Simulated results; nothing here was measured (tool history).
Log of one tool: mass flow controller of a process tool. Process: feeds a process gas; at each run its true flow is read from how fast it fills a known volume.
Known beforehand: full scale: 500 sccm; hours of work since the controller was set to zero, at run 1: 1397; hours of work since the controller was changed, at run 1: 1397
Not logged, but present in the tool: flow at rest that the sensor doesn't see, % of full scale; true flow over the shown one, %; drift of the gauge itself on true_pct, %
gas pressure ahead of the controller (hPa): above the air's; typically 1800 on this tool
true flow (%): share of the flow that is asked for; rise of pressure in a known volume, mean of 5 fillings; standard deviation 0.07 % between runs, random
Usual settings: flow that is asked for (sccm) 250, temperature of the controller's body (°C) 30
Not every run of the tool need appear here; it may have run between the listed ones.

run      day  flow that is asked for (sccm)  gas pressure ahead of the controller (hPa)  temperature of the controller's body (°C)  hours of work since the controller was set to zero  hours of work since the controller was changed  true flow (%)
  1    0.000                            250                                        1800                                         30                                                1397                                            1397          98.76
  2    6.633                            250                                        1750                                         30                                                1466                                            1466          98.72
  3   10.492                            250                                        1750                                         26                                                1506                                            1506          99.36
  4   15.704                            250                                        1750                                         26                                                1560                                            1560          99.32
  5   20.125                            250                                        1640                                         26                                                1606                                            1606          99.37
  6   26.192                            250                                        1800                                         30                                                1669                                            1669          98.83
  7   32.800                            250                                        1800                                         34                                                1738                                            1738          98.52
  8   37.842                            250                                        1800                                         34                                                1791                                            1791          98.52
  9   41.779                            250                                        1800                                         34                                                1832                                            1832          98.56
 10   46.629                            250                                        1800                                         34                                                1882                                            1882          98.65
 11   50.092                            250                                        1800                                         34                                                1918                                            1918          98.54
 12   53.675                            250                                        1800                                         30                                                1956                                            1956          98.97
 13   56.817                            499                                        1800                                         30                                                1988                                            1988          99.76
 14   61.504                            499                                        1800                                         30                                                2037                                            2037          99.77
 15   66.212                            250                                        2120                                         30                                                2086                                            2086          99.21
 16   73.346                            250                                        2120                                         30                                                2160                                            2160          99.31
 17   78.454                            250                                        1800                                         30                                                2213                                            2213          99.29
 18   84.958                            250                                        1800                                         30                                                2281                                            2281          99.34
 19   90.892                            250                                        1800                                         23                                                2343                                            2343         100.15
 20   96.683                             80                                        1800                                         23                                                2403                                            2403          99.65
 21  101.704                             80                                        1800                                         23                                                2456                                            2456          99.61
 22  105.275                             80                                        1800                                         23                                                2493                                            2493          99.73
 23  110.962                            117                                        1800                                         23                                                2552                                            2552          99.68
 24  117.862                            312                                        1500                                         21                                                2624                                            2624         100.43
 25  124.908                            312                                        1500                                         40                                                2697                                            2697          98.53
 26  130.208                            206                                        2150                                         30                                                2752                                            2752          99.52
 27  133.725                            206                                        2150                                         30                                                2789                                            2789          99.52
 28  139.879                             85                                        1800                                         38                                                2853                                            2853          98.37
 29  143.142                            354                                        1510                                         36                                                2887                                            2887          99.15
 30  149.196                            354                                        1510                                         36                                                2950                                            2950          99.25
 31  155.654                            250                                        2030                                         38                                                3017                                            3017          98.94
 32  160.454                            250                                        1710                                         30                                                3067                                            3067          99.69
 33  164.258                            250                                        1710                                         30                                                3107                                            3107          99.71
     169.179  -- gauge calibrated
 34  171.646                            238                                        2040                                         33                                                3184                                            3184          98.37
 35  175.375                            238                                        2040                                         33                                                3223                                            3223          98.49
 36  181.362                            317                                        1780                                         38                                                3285                                            3285          98.12
 37  187.075                             64                                        2220                                         30                                                3344                                            3344          98.47
 38  190.529                             64                                        2220                                         30                                                3380                                            3380          98.54
 39  196.292                            218                                        1720                                         28                                                3440                                            3440          99.07
 40  199.333                            218                                        2100                                         28                                                3472                                            3472          99.17
 41  206.688                            233                                        1800                                         35                                                3549                                            3549          98.56
 42  211.600                            250                                        1800                                         29                                                3600                                            3600          99.06
 43  218.596                            313                                        2740                                         29                                                3672                                            3672          99.58
 44  223.933                            313                                        2740                                         29                                                3728                                            3728          99.64
 45  230.817                            313                                        2740                                         29                                                3800                                            3800          99.65

Predict each of these 3 candidate next runs independently; none follows another, all start after run 45:
  A  233.846                             91                                        2170                                         38                                                3831                                            3831              ?
  B  233.846                            313                                        1900                                         26                                                3831                                            3831              ?
  C  233.846                            107                                        2170                                         39                                                3831                                            3831              ?

run  true flow (%)
  A          97.94
  B          99.77
  C          97.92
With the hidden condition removed and each run's random variation left untouched, the same runs would have given:
run  true flow (%)
  A          97.58
  B          99.39
  C          97.55
